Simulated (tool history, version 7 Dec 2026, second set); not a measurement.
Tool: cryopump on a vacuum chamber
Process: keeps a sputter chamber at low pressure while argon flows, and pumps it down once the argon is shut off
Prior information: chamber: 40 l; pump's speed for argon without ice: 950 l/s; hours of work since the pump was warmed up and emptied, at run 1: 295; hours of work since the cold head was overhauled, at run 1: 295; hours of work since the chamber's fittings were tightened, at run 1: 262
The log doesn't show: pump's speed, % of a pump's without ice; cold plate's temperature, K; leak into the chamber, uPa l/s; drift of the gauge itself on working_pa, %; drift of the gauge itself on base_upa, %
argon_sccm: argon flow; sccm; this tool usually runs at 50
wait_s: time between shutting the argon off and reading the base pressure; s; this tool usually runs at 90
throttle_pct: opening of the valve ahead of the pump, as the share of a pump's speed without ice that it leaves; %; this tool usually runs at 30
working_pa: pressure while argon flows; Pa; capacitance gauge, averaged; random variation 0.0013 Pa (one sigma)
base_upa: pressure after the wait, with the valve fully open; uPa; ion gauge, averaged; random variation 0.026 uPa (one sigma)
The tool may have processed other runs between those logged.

run	hour	argon_sccm	wait_s	throttle_pct	hours of work since the pump was warmed up and emptied	hours of work since the cold head was overhauled	hours of work since the chamber's fittings were tightened	working_pa	base_upa
1	0.0	50	90	30	295	295	262	0.3009	1.80
2	23.8	38	90	30	310	310	277	0.2309	1.75
3	49.2	50	90	30	327	327	294	0.3052	1.83
4	75.3	50	90	30	343	343	310	0.3047	1.89
5	96.1	50	90	41	357	357	324	0.2259	1.88
6	122.0	50	90	30	373	373	340	0.3062	1.94
7	144.1	50	90	19	388	388	355	0.4738	2.02
8	160.9	50	90	30	398	398	365	0.3075	2.04
9	184.9	50	90	30	414	414	381	0.3062	2.06
10	211.7	50	90	30	431	431	398	0.3092	2.11
11	237.8	50	171	30	448	448	415	0.3085	1.76
12	255.1	50	90	20	459	459	426	0.4554	2.19
13	268.8	50	90	17	468	468	435	0.5398	2.14
14	290.0	50	90	17	481	481	449	0.5329	2.19
15	305.4	50	90	17	491	491	458	0.5352	2.19
16	320.9	50	90	30	501	501	468	0.3098	2.24
17	337.9	50	90	30	512	512	479	0.3115	2.32
18	351.5	55	85	33	521	521	488	0.3136	2.36
19	364.8	55	54	33	529	529	497	0.3135	2.95
20	383.1	55	54	33	541	541	508	0.3159	2.97
21	410.6	55	54	33	559	559	526	0.3134	2.92
22	423.0	45	136	59	567	567	534	0.1501	2.17
23	436.1	72	131	30	575	575	542	0.4478	2.18
24	459.3	72	131	30	590	590	557	0.4520	2.24
25	476.4	56	71	30	601	601	568	0.3518	2.71
26	501.0	39	32	15	617	617	584	0.4798	4.05
27	523.0	23	32	50	631	631	598	0.0897	4.26
28	541.4	50	93	18	643	643	610	0.5127	2.63
29	555.9	42	90	44	652	652	620	0.1866	2.65
30	570.2	57	241	44	662	662	629	0.2504	2.18
31	596.7	32	271	47	679	679	646	0.1324	2.15
32	620.6	63	170	47	694	694	661	0.2629	2.39
33	639.8	63	170	47	706	706	674	0.2649	2.45
34	654.9	63	170	47	716	716	683	0.2649	2.41

What if the next run were any one of these 3? Each begins from the tool's condition after run 34:
A	666.5	68	90	30	724	724	691	?	?
B	666.5	52	170	23	724	724	691	?	?
C	666.5	59	141	23	724	724	691	?	?

run	working_pa	base_upa
A	0.4301	2.92
B	0.4232	2.42
C	0.4809	2.64
Stripped of hidden state, with their random variation kept, the same runs would have yielded:
run	working_pa	base_upa
A	0.4018	1.19
B	0.4016	0.78
C	0.4564	0.89
